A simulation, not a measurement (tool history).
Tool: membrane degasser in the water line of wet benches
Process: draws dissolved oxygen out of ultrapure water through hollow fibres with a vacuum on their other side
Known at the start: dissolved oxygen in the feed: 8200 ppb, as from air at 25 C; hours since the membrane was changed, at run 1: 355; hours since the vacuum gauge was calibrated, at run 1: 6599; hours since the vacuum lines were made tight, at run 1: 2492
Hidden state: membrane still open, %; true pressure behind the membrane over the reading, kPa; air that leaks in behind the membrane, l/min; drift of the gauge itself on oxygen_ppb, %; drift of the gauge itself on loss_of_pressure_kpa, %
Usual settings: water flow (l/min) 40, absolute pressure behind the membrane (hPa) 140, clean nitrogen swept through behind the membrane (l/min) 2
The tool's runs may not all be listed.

run,hour,water flow (l/min),absolute pressure behind the membrane (hPa),clean nitrogen swept through behind the membrane (l/min),hours since the membrane was changed,hours since the vacuum gauge was calibrated,hours since the vacuum lines were made tight,dissolved oxygen in the water behind the degasser (ppb),pressure that the water loses in the fibres (hPa)
1,0,40,140,2,355,6599,2492,516.7,392.8
2,43.5,41,140,2,399,6643,2536,527.2,405.4
3,72.3,41,140,2,427,6671,2564,535.5,405.6
4,119.1,56,140,2,474,6718,2611,724.5,552.9
5,144.1,40,140,1.79,499,6743,2636,565.3,397.6
6,180.8,40,302,2,536,6780,2673,1118.2,394.6
7,218.6,29,140,2,574,6818,2711,372.2,284.1
8,245.8,29,140,2,601,6845,2738,376.3,287.8
9,279,29,140,2,634,6878,2771,379,285.8
10,320.8,29,140,2,676,6920,2813,367.3,285.7
11,359.4,29,140,1.27,714,6959,2852,533.4,285.3
12,393,60,140,1.27,748,6992,2885,1032.2,592.4
13,424.8,60,140,1.27,780,7024,2917,1022.5,593.3
14,470.3,40,236,2,825,7070,2962,884.3,395.4
15,504.8,40,236,2,860,7104,2997,883.9,398
16,529.5,40,236,2,885,7129,3022,881.4,393.4
17,556.7,42,101,1.71,912,7156,3049,426.8,410.5
18,578.5,58,303,1.71,934,7178,3071,1680.2,572.9
19,597.8,58,303,1.71,953,7197,3090,1704.7,571.2
20,631.2,29,123,0.9,986,7230,3123,600.1,286.3
21,657.4,29,123,0.9,1012,7257,3150,603.7,283.8
22,696.3,29,123,0.9,1051,7296,3189,605.5,286.2
23,725.7,34,152,1.27,1081,7325,3218,683.5,336.2
24,765.4,40,246,2.4,1120,7365,3258,809.6,398
25,784.7,25,140,2,1140,7384,3277,321.5,247.4
26,823.1,34,328,2,1178,7422,3315,1050.7,338
27,851.2,40,95,1.16,1206,7450,3343,489.7,395.5
28,871.4,40,298,2,1226,7471,3364,1106.1,392.7

Run 29 comes next. What will it give?
29,899,26,333,1.65,1254,7498,3391,?,?

{"run 29": {"dissolved oxygen in the water behind the degasser (ppb)": 976, "pressure that the water loses in the fibres (hPa)": 258}}
Without the tool's hidden state the same run would have given dissolved oxygen in the water behind the degasser (ppb) 975.8, pressure that the water loses in the fibres (hPa) 258.
